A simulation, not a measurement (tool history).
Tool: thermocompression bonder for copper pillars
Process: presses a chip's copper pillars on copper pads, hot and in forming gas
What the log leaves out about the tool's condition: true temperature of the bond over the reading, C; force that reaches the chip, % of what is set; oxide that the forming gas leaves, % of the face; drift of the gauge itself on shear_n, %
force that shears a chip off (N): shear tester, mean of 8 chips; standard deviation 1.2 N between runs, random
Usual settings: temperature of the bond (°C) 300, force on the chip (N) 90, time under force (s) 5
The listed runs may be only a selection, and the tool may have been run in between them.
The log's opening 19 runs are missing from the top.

run,hour,temperature of the bond (°C),force on the chip (N),time under force (s),hours of work since the heater was calibrated,hours of work since the force cell was calibrated,hours of work since the gas filter was changed,force that shears a chip off (N)
20,941.7,327,112,5,1253,1147,305,130.2
21,986.9,305,76,5,1278,1172,330,88.5
22,1041.3,281,90,11,1309,1202,360,97.9
23,1097.6,281,90,11,1340,1233,391,98.0
24,1127.5,300,99,8,1356,1250,408,114.0
# hour 1147.9: heater calibrated with a thermocouple chip
# hour 1180.4: forming gas filter changed
25,1183.6,276,85,3,19,1280,2,61.5
26,1232.7,276,69,6,47,1307,29,67.0
27,1299.5,277,62,6,84,1344,66,60.5
28,1352.4,300,90,3,113,1373,95,84.5
29,1418.7,286,71,4,150,1410,132,64.7
30,1473.6,300,56,10,180,1440,163,88.3
31,1511.6,311,90,3,201,1461,184,94.9
# hour 1541.4: force cell calibrated
32,1545.1,291,101,12,219,2,201,122.5
33,1587.1,282,129,7,242,25,225,116.7
34,1633.4,282,129,7,268,51,250,115.2

Each row is a separate what-if for the run after 34, all from the same tool condition, not one after another. Results?
A,1679.3,273,64,9,293,76,276,?
B,1679.3,300,117,5,293,76,276,?
C,1679.3,280,90,5,293,76,276,?
D,1679.3,327,132,8,293,76,276,?
E,1679.3,278,129,4,293,76,276,?

run,force that shears a chip off (N)
A,69.5
B,115.4
C,81.3
D,147.5
E,94.9
Had the tool no hidden state, the same runs would have come out as:
run,force that shears a chip off (N)
A,72.6
B,119.3
C,84.7
D,150.8
E,98.7

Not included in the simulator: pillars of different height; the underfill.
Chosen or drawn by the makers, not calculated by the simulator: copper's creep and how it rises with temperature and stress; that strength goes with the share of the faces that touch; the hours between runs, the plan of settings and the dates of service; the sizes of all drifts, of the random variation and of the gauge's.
